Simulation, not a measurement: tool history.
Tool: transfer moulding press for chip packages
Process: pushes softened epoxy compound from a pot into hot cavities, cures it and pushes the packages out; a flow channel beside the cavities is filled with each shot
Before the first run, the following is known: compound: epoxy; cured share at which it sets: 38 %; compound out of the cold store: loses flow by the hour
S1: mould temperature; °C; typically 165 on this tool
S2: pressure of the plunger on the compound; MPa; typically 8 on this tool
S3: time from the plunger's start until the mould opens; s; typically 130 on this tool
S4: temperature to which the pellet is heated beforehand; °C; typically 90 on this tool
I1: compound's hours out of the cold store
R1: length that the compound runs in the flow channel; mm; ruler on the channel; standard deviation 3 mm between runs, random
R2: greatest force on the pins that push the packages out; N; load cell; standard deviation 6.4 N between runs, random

run 1 day=0 | S1=165 S2=8 S3=130 S4=90 | I1=38.6 | R1=758 R2=331
run 2 day=0.488 | S1=165 S2=8 S3=130 S4=90 | I1=25.2 | R1=810 R2=373
run 3 day=0.792 | S1=165 S2=8 S3=130 S4=90 | I1=37.6 | R1=759 R2=378
run 4 day=1.129 | S1=165 S2=8 S3=130 S4=90 | I1=28.6 | R1=796 R2=433
-- day=1.438 cavities cleaned with cleaning compound and waxed
run 5 day=1.792 | S1=165 S2=8 S3=130 S4=90 | I1=27.8 | R1=795 R2=284
-- day=2.279 plunger's sealing rings changed
run 6 day=2.35 | S1=165 S2=8 S3=130 S4=90 | I1=43.4 | R1=769 R2=330
run 7 day=2.729 | S1=165 S2=8 S3=130 S4=90 | I1=26.3 | R1=838 R2=371
-- day=3.308 mould's thermocouples calibrated
run 8 day=3.538 | S1=165 S2=8 S3=130 S4=90 | I1=31.5 | R1=820 R2=443
-- day=3.958 cavities cleaned with cleaning compound and waxed
run 9 day=3.988 | S1=165 S2=8 S3=130 S4=90 | I1=20.4 | R1=873 R2=265
run 10 day=4.338 | S1=165 S2=8 S3=130 S4=90 | I1=47.3 | R1=757 R2=309
run 11 day=4.958 | S1=165 S2=8 S3=130 S4=90 | I1=15 | R1=889 R2=385
run 12 day=5.592 | S1=165 S2=8 S3=130 S4=99 | I1=39.8 | R1=780 R2=431
-- day=6.254 cavities cleaned with cleaning compound and waxed
run 13 day=6.396 | S1=160 S2=8 S3=130 S4=90 | I1=20.6 | R1=881 R2=361
run 14 day=6.792 | S1=160 S2=8 S3=130 S4=90 | I1=15.4 | R1=901 R2=437
run 15 day=7.317 | S1=160 S2=8 S3=130 S4=90 | I1=17 | R1=902 R2=499
run 16 day=7.762 | S1=160 S2=6.98 S3=130 S4=81 | I1=20.4 | R1=822 R2=552
run 17 day=8.296 | S1=161 S2=7.88 S3=130 S4=90 | I1=39.3 | R1=786 R2=507
-- day=8.554 cavities cleaned with cleaning compound and waxed
run 18 day=8.912 | S1=160 S2=6.32 S3=130 S4=90 | I1=27 | R1=755 R2=387
run 19 day=9.483 | S1=172 S2=6.32 S3=117 S4=90 | I1=40.3 | R1=669 R2=340
run 20 day=9.921 | S1=165 S2=8 S3=130 S4=80 | I1=38.7 | R1=779 R2=394
run 21 day=10.462 | S1=160 S2=8 S3=162 S4=98 | I1=8.2 | R1=934 R2=449
-- day=10.858 cavities cleaned with cleaning compound and waxed
run 22 day=11.183 | S1=158 S2=6.55 S3=162 S4=97 | I1=17.8 | R1=803 R2=310
run 23 day=11.546 | S1=165 S2=8 S3=153 S4=80 | I1=24.8 | R1=836 R2=311
run 24 day=11.917 | S1=165 S2=8 S3=153 S4=80 | I1=42.3 | R1=763 R2=346
run 25 day=12.533 | S1=162 S2=8 S3=130 S4=88 | I1=42.7 | R1=770 R2=452
-- day=13.183 cavities cleaned with cleaning compound and waxed
run 26 day=13.246 | S1=167 S2=8 S3=130 S4=88 | I1=38.3 | R1=768 R2=242
run 27 day=13.696 | S1=165 S2=9.9 S3=114 S4=90 | I1=41.2 | R1=849 R2=346
run 28 day=14.292 | S1=164 S2=6.28 S3=114 S4=84 | I1=27 | R1=729 R2=475

Branching from run 28: 4 alternative next runs. What would each branch give?
run A day=14.596 | S1=165 S2=8 S3=130 S4=90 | I1=36.4 | R1=? R2=?
run B day=14.596 | S1=165 S2=8 S3=121 S4=90 | I1=9.3 | R1=? R2=?
run C day=14.596 | S1=170 S2=6.28 S3=114 S4=84 | I1=16.5 | R1=? R2=?
run D day=14.596 | S1=164 S2=6.15 S3=170 S4=84 | I1=26.6 | R1=? R2=?

run=A R1=778 R2=405
run=B R1=898 R2=447
run=C R1=748 R2=394
run=D R1=724 R2=347
With no hidden state in the tool, these same runs would have given:
run=A R1=802 R2=251
run=B R1=927 R2=277
run=C R1=772 R2=244
run=D R1=747 R2=212

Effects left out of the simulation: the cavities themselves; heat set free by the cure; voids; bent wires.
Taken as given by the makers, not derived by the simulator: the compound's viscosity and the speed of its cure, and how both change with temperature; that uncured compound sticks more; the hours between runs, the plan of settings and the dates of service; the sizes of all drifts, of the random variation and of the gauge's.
